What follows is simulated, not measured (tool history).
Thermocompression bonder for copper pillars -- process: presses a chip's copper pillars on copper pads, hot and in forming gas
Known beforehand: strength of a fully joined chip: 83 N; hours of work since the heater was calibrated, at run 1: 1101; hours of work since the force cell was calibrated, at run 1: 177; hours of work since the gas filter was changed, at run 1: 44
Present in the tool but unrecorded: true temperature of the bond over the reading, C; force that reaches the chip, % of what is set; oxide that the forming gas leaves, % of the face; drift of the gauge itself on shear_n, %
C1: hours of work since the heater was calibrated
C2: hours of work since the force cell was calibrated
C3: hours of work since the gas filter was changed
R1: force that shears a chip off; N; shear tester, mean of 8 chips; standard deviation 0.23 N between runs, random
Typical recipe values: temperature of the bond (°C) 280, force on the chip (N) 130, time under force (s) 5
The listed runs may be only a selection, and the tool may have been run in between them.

run 1 hour=0 | temperature_of_the_bond_(°C)=280 force_on_the_chip_(N)=130 time_under_force_(s)=5 | C1=1101 C2=177 C3=44 | R1=62.7
-- hour=3.6 heater calibrated with a thermocouple chip
run 2 hour=9.3 | temperature_of_the_bond_(°C)=280 force_on_the_chip_(N)=130 time_under_force_(s)=5 | C1=4 C2=182 C3=50 | R1=56.6
run 3 hour=14 | temperature_of_the_bond_(°C)=280 force_on_the_chip_(N)=130 time_under_force_(s)=5 | C1=7 C2=186 C3=53 | R1=56.6
run 4 hour=23.2 | temperature_of_the_bond_(°C)=280 force_on_the_chip_(N)=130 time_under_force_(s)=3 | C1=14 C2=192 C3=59 | R1=48.8
run 5 hour=30.2 | temperature_of_the_bond_(°C)=280 force_on_the_chip_(N)=130 time_under_force_(s)=3 | C1=19 C2=197 C3=64 | R1=48.6
run 6 hour=34.5 | temperature_of_the_bond_(°C)=280 force_on_the_chip_(N)=130 time_under_force_(s)=3 | C1=22 C2=200 C3=67 | R1=48.7
run 7 hour=44 | temperature_of_the_bond_(°C)=280 force_on_the_chip_(N)=130 time_under_force_(s)=13 | C1=29 C2=207 C3=74 | R1=68.6
run 8 hour=49.4 | temperature_of_the_bond_(°C)=280 force_on_the_chip_(N)=130 time_under_force_(s)=13 | C1=32 C2=211 C3=78 | R1=69
run 9 hour=53.9 | temperature_of_the_bond_(°C)=280 force_on_the_chip_(N)=130 time_under_force_(s)=13 | C1=36 C2=214 C3=81 | R1=68.7
run 10 hour=59.1 | temperature_of_the_bond_(°C)=280 force_on_the_chip_(N)=130 time_under_force_(s)=13 | C1=39 C2=217 C3=85 | R1=68.4
run 11 hour=65 | temperature_of_the_bond_(°C)=280 force_on_the_chip_(N)=130 time_under_force_(s)=13 | C1=43 C2=222 C3=89 | R1=68.2
run 12 hour=72.6 | temperature_of_the_bond_(°C)=280 force_on_the_chip_(N)=130 time_under_force_(s)=5 | C1=49 C2=227 C3=94 | R1=55.5
run 13 hour=81.9 | temperature_of_the_bond_(°C)=280 force_on_the_chip_(N)=130 time_under_force_(s)=5 | C1=55 C2=234 C3=101 | R1=55.7
run 14 hour=91.3 | temperature_of_the_bond_(°C)=285 force_on_the_chip_(N)=130 time_under_force_(s)=5 | C1=62 C2=240 C3=108 | R1=58.1
run 15 hour=99.1 | temperature_of_the_bond_(°C)=285 force_on_the_chip_(N)=130 time_under_force_(s)=5 | C1=68 C2=246 C3=113 | R1=58
run 16 hour=103.6 | temperature_of_the_bond_(°C)=285 force_on_the_chip_(N)=130 time_under_force_(s)=5 | C1=71 C2=249 C3=116 | R1=57.5
run 17 hour=110.8 | temperature_of_the_bond_(°C)=285 force_on_the_chip_(N)=130 time_under_force_(s)=5 | C1=76 C2=254 C3=121 | R1=58.1
run 18 hour=116.2 | temperature_of_the_bond_(°C)=285 force_on_the_chip_(N)=130 time_under_force_(s)=5 | C1=80 C2=258 C3=125 | R1=57.4
run 19 hour=125.8 | temperature_of_the_bond_(°C)=285 force_on_the_chip_(N)=130 time_under_force_(s)=5 | C1=86 C2=265 C3=132 | R1=57.3
run 20 hour=134.1 | temperature_of_the_bond_(°C)=285 force_on_the_chip_(N)=130 time_under_force_(s)=5 | C1=92 C2=271 C3=138 | R1=57.4
run 21 hour=140.8 | temperature_of_the_bond_(°C)=272 force_on_the_chip_(N)=135 time_under_force_(s)=3 | C1=97 C2=275 C3=143 | R1=44.8
run 22 hour=150.2 | temperature_of_the_bond_(°C)=250 force_on_the_chip_(N)=124 time_under_force_(s)=4 | C1=104 C2=282 C3=149 | R1=36.4
run 23 hour=159.7 | temperature_of_the_bond_(°C)=255 force_on_the_chip_(N)=100 time_under_force_(s)=8 | C1=110 C2=289 C3=156 | R1=43.1
run 24 hour=169.4 | temperature_of_the_bond_(°C)=255 force_on_the_chip_(N)=100 time_under_force_(s)=8 | C1=117 C2=295 C3=163 | R1=43.2
run 25 hour=177.3 | temperature_of_the_bond_(°C)=255 force_on_the_chip_(N)=100 time_under_force_(s)=8 | C1=123 C2=301 C3=168 | R1=42.9
run 26 hour=181.6 | temperature_of_the_bond_(°C)=255 force_on_the_chip_(N)=100 time_under_force_(s)=8 | C1=126 C2=304 C3=171 | R1=43.2
run 27 hour=186.7 | temperature_of_the_bond_(°C)=255 force_on_the_chip_(N)=100 time_under_force_(s)=8 | C1=130 C2=308 C3=175 | R1=43
run 28 hour=192.5 | temperature_of_the_bond_(°C)=280 force_on_the_chip_(N)=130 time_under_force_(s)=7 | C1=134 C2=312 C3=179 | R1=58.5
run 29 hour=197.4 | temperature_of_the_bond_(°C)=260 force_on_the_chip_(N)=148 time_under_force_(s)=12 | C1=137 C2=315 C3=183 | R1=60.2
run 30 hour=203.3 | temperature_of_the_bond_(°C)=250 force_on_the_chip_(N)=130 time_under_force_(s)=14 | C1=141 C2=319 C3=187 | R1=54.3
-- hour=213.2 forming gas filter changed
run 31 hour=214 | temperature_of_the_bond_(°C)=275 force_on_the_chip_(N)=122 time_under_force_(s)=12 | C1=149 C2=327 C3=1 | R1=67.3
run 32 hour=220.9 | temperature_of_the_bond_(°C)=280 force_on_the_chip_(N)=79 time_under_force_(s)=5 | C1=153 C2=332 C3=5 | R1=45.8
run 33 hour=229.9 | temperature_of_the_bond_(°C)=297 force_on_the_chip_(N)=79 time_under_force_(s)=5 | C1=160 C2=338 C3=12 | R1=53.5
run 34 hour=238.6 | temperature_of_the_bond_(°C)=298 force_on_the_chip_(N)=180 time_under_force_(s)=3 | C1=166 C2=344 C3=18 | R1=66.5
run 35 hour=243.3 | temperature_of_the_bond_(°C)=272 force_on_the_chip_(N)=180 time_under_force_(s)=10 | C1=169 C2=347 C3=21 | R1=71.1
run 36 hour=253 | temperature_of_the_bond_(°C)=272 force_on_the_chip_(N)=180 time_under_force_(s)=10 | C1=176 C2=354 C3=28 | R1=71.4
run 37 hour=258.7 | temperature_of_the_bond_(°C)=272 force_on_the_chip_(N)=180 time_under_force_(s)=10 | C1=180 C2=358 C3=32 | R1=70.9
run 38 hour=265.1 | temperature_of_the_bond_(°C)=272 force_on_the_chip_(N)=171 time_under_force_(s)=11 | C1=185 C2=363 C3=37 | R1=71.1
run 39 hour=275.1 | temperature_of_the_bond_(°C)=290 force_on_the_chip_(N)=144 time_under_force_(s)=5 | C1=192 C2=370 C3=44 | R1=64.3

What if the next run were any one of these 4? Each begins from the tool's condition after run 39:
run A hour=282.5 | temperature_of_the_bond_(°C)=266 force_on_the_chip_(N)=129 time_under_force_(s)=5 | C1=197 C2=375 C3=49 | R1=?
run B hour=282.5 | temperature_of_the_bond_(°C)=284 force_on_the_chip_(N)=144 time_under_force_(s)=14 | C1=197 C2=375 C3=49 | R1=?
run C hour=282.5 | temperature_of_the_bond_(°C)=251 force_on_the_chip_(N)=93 time_under_force_(s)=8 | C1=197 C2=375 C3=49 | R1=?
run D hour=282.5 | temperature_of_the_bond_(°C)=280 force_on_the_chip_(N)=99 time_under_force_(s)=5 | C1=197 C2=375 C3=49 | R1=?

run=A R1=50.4
run=B R1=74
run=C R1=42.1
run=D R1=50.8
Stripped of hidden state, with their random variation kept, the same runs would have yielded:
run=A R1=50.5
run=B R1=75
run=C R1=42
run=D R1=50.9

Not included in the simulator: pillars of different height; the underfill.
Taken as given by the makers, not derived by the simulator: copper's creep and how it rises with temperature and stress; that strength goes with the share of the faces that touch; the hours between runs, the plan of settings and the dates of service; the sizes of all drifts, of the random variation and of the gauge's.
